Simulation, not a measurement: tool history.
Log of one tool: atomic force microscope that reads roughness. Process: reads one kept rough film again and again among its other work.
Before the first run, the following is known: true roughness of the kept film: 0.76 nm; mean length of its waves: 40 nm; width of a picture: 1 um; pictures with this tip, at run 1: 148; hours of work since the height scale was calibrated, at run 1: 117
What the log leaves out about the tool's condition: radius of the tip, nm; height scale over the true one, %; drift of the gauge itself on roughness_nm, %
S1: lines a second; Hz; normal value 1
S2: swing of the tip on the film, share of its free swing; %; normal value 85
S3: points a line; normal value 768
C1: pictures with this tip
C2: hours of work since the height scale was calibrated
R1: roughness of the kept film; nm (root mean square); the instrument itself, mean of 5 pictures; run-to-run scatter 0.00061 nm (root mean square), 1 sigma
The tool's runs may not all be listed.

run	day	S1	S2	S3	C1	C2	R1
1	0	1	85	768	148	117	0.7142
2	0.9	1	85	768	165	126	0.7129
3	1.358	1	85	768	174	131	0.7136
4	1.825	2.26	85	768	182	136	0.6767
5	2.612	2.26	85	768	198	144	0.6781
6	3.121	2.26	85	768	207	149	0.6766
7	3.992	2.26	85	768	224	159	0.6756
8	4.617	1	85	551	236	165	0.7093
9	5.458	1	85	551	252	174	0.7094
10	6.038	1.27	85	768	263	180	0.7005
11	6.479	1	73	768	272	185	0.7218
12	7.367	1	73	768	289	194	0.7215
13	7.921	1	85	697	299	200	0.7072
# day 8.471: new tip fitted
14	8.558	1	85	697	2	207	0.7211
15	9.1	1	69	768	12	212	0.738
16	9.617	1	69	768	22	218	0.7373
17	10.008	1	85	818	30	222	0.72
18	10.492	1.6	65	535	39	227	0.7323
19	11.175	1.6	65	535	52	234	0.7319

For run 20, what comes out?
20	11.742	1.6	65	535	63	240	?

R1: 0.7311 nm (root mean square)
Had the tool carried no hidden state, the very same run would have given R1 0.7334 nm (root mean square).

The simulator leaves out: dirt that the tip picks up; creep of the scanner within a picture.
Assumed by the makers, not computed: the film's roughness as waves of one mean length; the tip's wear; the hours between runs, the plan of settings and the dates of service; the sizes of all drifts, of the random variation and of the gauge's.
